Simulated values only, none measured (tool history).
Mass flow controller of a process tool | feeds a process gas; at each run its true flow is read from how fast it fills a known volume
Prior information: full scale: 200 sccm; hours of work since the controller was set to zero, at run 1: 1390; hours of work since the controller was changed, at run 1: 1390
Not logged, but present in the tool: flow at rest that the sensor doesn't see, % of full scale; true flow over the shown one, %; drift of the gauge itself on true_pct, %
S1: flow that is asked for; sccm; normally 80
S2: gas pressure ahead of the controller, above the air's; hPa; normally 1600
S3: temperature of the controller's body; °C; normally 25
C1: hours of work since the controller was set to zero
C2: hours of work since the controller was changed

run 1 day=0.000 | S1=80 S2=1600 S3=25 | C1=1390 C2=1390 | true_flow_(%)=99.12
run 2 day=4.638 | S1=35 S2=1600 S3=25 | C1=1475 C2=1475 | true_flow_(%)=98.35
run 3 day=8.933 | S1=35 S2=1600 S3=25 | C1=1553 C2=1553 | true_flow_(%)=98.20
run 4 day=15.017 | S1=35 S2=1600 S3=25 | C1=1664 C2=1664 | true_flow_(%)=98.17
run 5 day=20.379 | S1=35 S2=1600 S3=23 | C1=1762 C2=1762 | true_flow_(%)=98.30
run 6 day=24.667 | S1=35 S2=1600 S3=23 | C1=1840 C2=1840 | true_flow_(%)=98.27
run 7 day=29.562 | S1=35 S2=1600 S3=23 | C1=1929 C2=1929 | true_flow_(%)=98.40
run 8 day=36.679 | S1=22 S2=1600 S3=23 | C1=2059 C2=2059 | true_flow_(%)=97.31
run 9 day=40.325 | S1=80 S2=1600 S3=25 | C1=2126 C2=2126 | true_flow_(%)=98.78
run 10 day=44.617 | S1=80 S2=1600 S3=25 | C1=2204 C2=2204 | true_flow_(%)=98.97
run 11 day=48.221 | S1=80 S2=1600 S3=25 | C1=2270 C2=2270 | true_flow_(%)=98.84
run 12 day=53.029 | S1=80 S2=1600 S3=21 | C1=2358 C2=2358 | true_flow_(%)=99.24
run 13 day=58.904 | S1=80 S2=1600 S3=21 | C1=2465 C2=2465 | true_flow_(%)=99.11
run 14 day=63.317 | S1=80 S2=1600 S3=25 | C1=2545 C2=2545 | true_flow_(%)=98.95
run 15 day=68.638 | S1=80 S2=1600 S3=25 | C1=2642 C2=2642 | true_flow_(%)=98.77
run 16 day=73.704 | S1=80 S2=1600 S3=36 | C1=2735 C2=2735 | true_flow_(%)=97.83
run 17 day=77.658 | S1=68 S2=1600 S3=25 | C1=2807 C2=2807 | true_flow_(%)=98.71
run 18 day=81.071 | S1=68 S2=1600 S3=25 | C1=2869 C2=2869 | true_flow_(%)=98.58
run 19 day=87.054 | S1=80 S2=1600 S3=26 | C1=2978 C2=2978 | true_flow_(%)=98.74
run 20 day=90.221 | S1=80 S2=1600 S3=26 | C1=3036 C2=3036 | true_flow_(%)=98.60
run 21 day=93.758 | S1=80 S2=1600 S3=26 | C1=3101 C2=3101 | true_flow_(%)=98.66
run 22 day=97.962 | S1=80 S2=1600 S3=26 | C1=3178 C2=3178 | true_flow_(%)=98.80
run 23 day=102.717 | S1=80 S2=1600 S3=26 | C1=3264 C2=3264 | true_flow_(%)=98.78
run 24 day=108.050 | S1=80 S2=1600 S3=26 | C1=3362 C2=3362 | true_flow_(%)=98.63
run 25 day=111.829 | S1=80 S2=1720 S3=25 | C1=3431 C2=3431 | true_flow_(%)=98.86
run 26 day=115.829 | S1=61 S2=1600 S3=28 | C1=3504 C2=3504 | true_flow_(%)=98.13
run 27 day=118.850 | S1=27 S2=1600 S3=25 | C1=3559 C2=3559 | true_flow_(%)=96.63
run 28 day=123.754 | S1=27 S2=1600 S3=25 | C1=3648 C2=3648 | true_flow_(%)=96.51
run 29 day=127.088 | S1=27 S2=1600 S3=25 | C1=3709 C2=3709 | true_flow_(%)=96.48
run 30 day=130.671 | S1=27 S2=1600 S3=25 | C1=3774 C2=3774 | true_flow_(%)=96.54
run 31 day=135.700 | S1=107 S2=2790 S3=40 | C1=3866 C2=3866 | true_flow_(%)=98.43
run 32 day=139.362 | S1=80 S2=2330 S3=22 | C1=3933 C2=3933 | true_flow_(%)=99.44
run 33 day=145.888 | S1=81 S2=1600 S3=32 | C1=4052 C2=4052 | true_flow_(%)=98.11
run 34 day=150.771 | S1=58 S2=1600 S3=25 | C1=4141 C2=4141 | true_flow_(%)=98.19
run 35 day=157.717 | S1=41 S2=1980 S3=35 | C1=4268 C2=4268 | true_flow_(%)=96.61
run 36 day=164.262 | S1=41 S2=1980 S3=35 | C1=4387 C2=4387 | true_flow_(%)=96.62
run 37 day=171.221 | S1=41 S2=1980 S3=35 | C1=4514 C2=4514 | true_flow_(%)=96.60
run 38 day=176.433 | S1=41 S2=1700 S3=36 | C1=4609 C2=4609 | true_flow_(%)=96.39
run 39 day=181.158 | S1=23 S2=1600 S3=29 | C1=4696 C2=4696 | true_flow_(%)=94.70
run 40 day=185.196 | S1=23 S2=1600 S3=29 | C1=4769 C2=4769 | true_flow_(%)=94.47
run 41 day=192.167 | S1=42 S2=2100 S3=25 | C1=4896 C2=4896 | true_flow_(%)=97.64
run 42 day=197.475 | S1=99 S2=2450 S3=25 | C1=4993 C2=4993 | true_flow_(%)=99.51
run 43 day=203.450 | S1=80 S2=1480 S3=25 | C1=5102 C2=5102 | true_flow_(%)=98.45
run 44 day=209.896 | S1=80 S2=1480 S3=25 | C1=5220 C2=5220 | true_flow_(%)=98.64
run 45 day=213.404 | S1=29 S2=1480 S3=25 | C1=5284 C2=5284 | true_flow_(%)=95.60
-- day=216.058 controller's zero set anew
run 46 day=217.938 | S1=56 S2=2050 S3=25 | C1=34 C2=5366 | true_flow_(%)=100.23
run 47 day=224.733 | S1=152 S2=1550 S3=27 | C1=158 C2=5490 | true_flow_(%)=100.10
run 48 day=231.017 | S1=24 S2=2630 S3=21 | C1=273 C2=5605 | true_flow_(%)=100.55

Had the tool no unlogged condition, and each run kept its random variation, what would the results have been?
run=1 true_flow_(%)=99.44
run=2 true_flow_(%)=99.23
run=3 true_flow_(%)=99.11
run=4 true_flow_(%)=99.13
run=5 true_flow_(%)=99.29
run=6 true_flow_(%)=99.30
run=7 true_flow_(%)=99.48
run=8 true_flow_(%)=99.27
run=9 true_flow_(%)=99.15
run=10 true_flow_(%)=99.35
run=11 true_flow_(%)=99.22
run=12 true_flow_(%)=99.63
run=13 true_flow_(%)=99.51
run=14 true_flow_(%)=99.36
run=15 true_flow_(%)=99.19
run=16 true_flow_(%)=98.26
run=17 true_flow_(%)=99.29
run=18 true_flow_(%)=99.18
run=19 true_flow_(%)=99.19
run=20 true_flow_(%)=99.05
run=21 true_flow_(%)=99.12
run=22 true_flow_(%)=99.27
run=23 true_flow_(%)=99.27
run=24 true_flow_(%)=99.12
run=25 true_flow_(%)=99.36
run=26 true_flow_(%)=98.96
run=27 true_flow_(%)=99.20
run=28 true_flow_(%)=99.14
run=29 true_flow_(%)=99.15
run=30 true_flow_(%)=99.25
run=31 true_flow_(%)=98.68
run=32 true_flow_(%)=99.99
run=33 true_flow_(%)=98.66
run=34 true_flow_(%)=99.22
run=35 true_flow_(%)=98.39
run=36 true_flow_(%)=98.44
run=37 true_flow_(%)=98.47
run=38 true_flow_(%)=98.29
run=39 true_flow_(%)=98.75
run=40 true_flow_(%)=98.58
run=41 true_flow_(%)=99.58
run=42 true_flow_(%)=99.87
run=43 true_flow_(%)=99.11
run=44 true_flow_(%)=99.31
run=45 true_flow_(%)=99.01
run=46 true_flow_(%)=99.45
run=47 true_flow_(%)=99.24
run=48 true_flow_(%)=100.12
